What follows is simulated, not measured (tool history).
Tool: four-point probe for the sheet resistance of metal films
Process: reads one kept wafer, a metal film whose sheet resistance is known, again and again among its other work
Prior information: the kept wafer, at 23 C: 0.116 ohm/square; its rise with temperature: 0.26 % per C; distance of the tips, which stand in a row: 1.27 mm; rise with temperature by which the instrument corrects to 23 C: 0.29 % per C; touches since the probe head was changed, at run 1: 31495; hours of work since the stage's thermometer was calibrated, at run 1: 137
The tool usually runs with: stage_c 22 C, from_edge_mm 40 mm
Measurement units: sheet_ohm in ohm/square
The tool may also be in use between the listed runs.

| run | hour | stage_c | from_edge_mm | touches since the probe head was changed | hours of work since the stage's thermometer was calibrated | sheet_ohm |
|---|---|---|---|---|---|---|
| 1 | 0.0 | 22 | 40 | 31495 | 137 | 0.116109 |
| 2 | 24.7 | 22 | 40 | 32929 | 154 | 0.116104 |
| 3 | 43.2 | 22 | 40 | 34003 | 167 | 0.116072 |
| 4 | 69.1 | 22 | 40 | 35507 | 185 | 0.116124 |
| 5 | 93.9 | 22 | 40 | 36946 | 202 | 0.116104 |
| 6 | 123.9 | 22 | 40 | 38688 | 223 | 0.116066 |
| 7 | 154.1 | 22 | 40 | 40441 | 244 | 0.116097 |
| 8 | 174.9 | 22 | 40 | 41651 | 258 | 0.116166 |
| 9 | 200.4 | 22 | 51 | 43133 | 276 | 0.116066 |
| 10 | 231.4 | 22 | 51 | 44931 | 298 | 0.116057 |
| 11 | 261.8 | 22 | 20 | 46699 | 319 | 0.116267 |
| 12 | 280.0 | 22 | 20 | 47754 | 331 | 0.116266 |
| 13 | 308.9 | 22 | 20 | 49432 | 351 | 0.116287 |
| 14 | 331.1 | 22 | 5 | 50723 | 367 | 0.119908 |
| 15 | 354.2 | 22 | 40 | 52062 | 383 | 0.116119 |
| 16 | 386.3 | 22 | 40 | 53925 | 405 | 0.116096 |
| 17 | 417.9 | 22 | 40 | 55764 | 427 | 0.116127 |
| 18 | 433.5 | 23 | 38 | 56666 | 438 | 0.116081 |
| 19 | 450.0 | 30 | 40 | 57627 | 449 | 0.115774 |
| 20 | 477.9 | 23 | 9 | 59246 | 469 | 0.117200 |
| 21 | 503.8 | 20 | 19 | 60748 | 486 | 0.116439 |
| 22 | 518.8 | 29 | 39 | 61623 | 497 | 0.115818 |
| 23 | 541.6 | 29 | 39 | 62943 | 513 | 0.115868 |
| 24 | 573.7 | 22 | 31 | 64810 | 535 | 0.116142 |
| 25 | 588.8 | 22 | 31 | 65688 | 545 | 0.116154 |
| 26 | 620.3 | 30 | 28 | 67515 | 567 | 0.115846 |
| 27 | 638.8 | 30 | 5 | 68589 | 580 | 0.119615 |
| 28 | 666.6 | 22 | 10 | 70200 | 599 | 0.117025 |
| 29 | 694.2 | 22 | 10 | 71804 | 618 | 0.117010 |

Below are 3 alternative next runs, each starting from the tool's condition after run 29. Predict each:
| A | 722.2 | 25 | 28 | 73433 | 638 | ? |
| B | 722.2 | 33 | 18 | 73433 | 638 | ? |
| C | 722.2 | 22 | 40 | 73433 | 638 | ? |

| run | sheet_ohm |
|---|---|
| A | 0.116063 |
| B | 0.115932 |
| C | 0.116130 |
Take away the tool's hidden state, keep each run's random variation, and the runs would have read:
| run | sheet_ohm |
|---|---|
| A | 0.116073 |
| B | 0.115942 |
| C | 0.116139 |
